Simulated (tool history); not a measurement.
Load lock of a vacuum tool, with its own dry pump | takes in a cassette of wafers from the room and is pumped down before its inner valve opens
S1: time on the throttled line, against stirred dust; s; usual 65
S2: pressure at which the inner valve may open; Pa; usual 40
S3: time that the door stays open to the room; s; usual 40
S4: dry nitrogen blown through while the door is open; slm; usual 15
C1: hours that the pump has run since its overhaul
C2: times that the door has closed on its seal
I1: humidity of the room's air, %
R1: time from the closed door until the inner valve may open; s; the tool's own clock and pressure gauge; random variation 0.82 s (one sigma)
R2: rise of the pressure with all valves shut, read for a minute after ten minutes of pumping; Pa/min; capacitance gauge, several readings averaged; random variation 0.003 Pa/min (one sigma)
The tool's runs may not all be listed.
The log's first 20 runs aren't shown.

run 21 hour=6306.5 | S1=38 S2=30 S3=40 S4=9 | C1=20302 C2=36912 | I1=44.4 | R1=117.8 R2=0.204
run 22 hour=6624.5 | S1=38 S2=44 S3=40 S4=31 | C1=20620 C2=38325 | I1=46.8 | R1=113.3 R2=0.207
run 23 hour=6934.8 | S1=38 S2=59 S3=55 S4=31 | C1=20931 C2=39704 | I1=47 | R1=110.6 R2=0.218
run 24 hour=7206.9 | S1=65 S2=59 S3=40 S4=15 | C1=21203 C2=40913 | I1=47.9 | R1=129.1 R2=0.242
run 25 hour=7463.9 | S1=65 S2=59 S3=40 S4=16 | C1=21460 C2=42054 | I1=43.4 | R1=130.5 R2=0.244
run 26 hour=7723.2 | S1=59 S2=59 S3=40 S4=16 | C1=21719 C2=43207 | I1=46.9 | R1=127.4 R2=0.257
run 27 hour=8053.7 | S1=47 S2=35 S3=57 S4=8 | C1=22049 C2=44675 | I1=45 | R1=124.4 R2=0.283
run 28 hour=8282.1 | S1=52 S2=35 S3=41 S4=11 | C1=22278 C2=45690 | I1=45.2 | R1=127.8 R2=0.288
run 29 hour=8495.8 | S1=65 S2=46 S3=40 S4=33 | C1=22492 C2=46640 | I1=43.8 | R1=134.2 R2=0.287
-- hour=8525.7 door's seal changed, seat wiped
run 30 hour=8742.1 | S1=65 S2=46 S3=40 S4=33 | C1=22736 C2=962 | I1=41.3 | R1=133.4 R2=0.013
run 31 hour=9024.1 | S1=60 S2=47 S3=206 S4=18 | C1=23018 C2=2215 | I1=42 | R1=131.1 R2=0.041
run 32 hour=9316.1 | S1=60 S2=40 S3=206 S4=7 | C1=23310 C2=3512 | I1=45.4 | R1=132.1 R2=0.072
-- hour=9606.8 dry pump taken out, an overhauled one fitted
run 33 hour=9655.3 | S1=65 S2=62 S3=88 S4=44 | C1=48 C2=4993 | I1=44.2 | R1=124 R2=0.027
run 34 hour=10061.3 | S1=127 S2=62 S3=40 S4=7 | C1=454 C2=6797 | I1=45.5 | R1=168.8 R2=0.036
run 35 hour=10343 | S1=127 S2=62 S3=47 S4=25 | C1=736 C2=8049 | I1=43.5 | R1=167.4 R2=0.032
run 36 hour=10741.9 | S1=64 S2=50 S3=116 S4=21 | C1=1135 C2=9821 | I1=48.4 | R1=124.3 R2=0.048
run 37 hour=11070.1 | S1=127 S2=40 S3=40 S4=8 | C1=1463 C2=11279 | I1=43 | R1=174.5 R2=0.054

Forecast each of these 4 alternatives for the next run:
run A hour=11464.8 | S1=65 S2=40 S3=109 S4=15 | C1=1858 C2=13033 | I1=46.8 | R1=? R2=?
run B hour=11464.8 | S1=65 S2=73 S3=178 S4=7 | C1=1858 C2=13033 | I1=45.2 | R1=? R2=?
run C hour=11464.8 | S1=41 S2=40 S3=40 S4=38 | C1=1858 C2=13033 | I1=43.4 | R1=? R2=?
run D hour=11464.8 | S1=92 S2=39 S3=45 S4=15 | C1=1858 C2=13033 | I1=45.1 | R1=? R2=?

run=A R1=126.4 R2=0.071
run=B R1=120 R2=0.092
run=C R1=109.6 R2=0.052
run=D R1=148.1 R2=0.061
Without the tool's hidden state the same runs would have given:
run=A R1=126.2 R2=0.032
run=B R1=119.8 R2=0.053
run=C R1=109.4 R2=0.014
run=D R1=147.9 R2=0.022

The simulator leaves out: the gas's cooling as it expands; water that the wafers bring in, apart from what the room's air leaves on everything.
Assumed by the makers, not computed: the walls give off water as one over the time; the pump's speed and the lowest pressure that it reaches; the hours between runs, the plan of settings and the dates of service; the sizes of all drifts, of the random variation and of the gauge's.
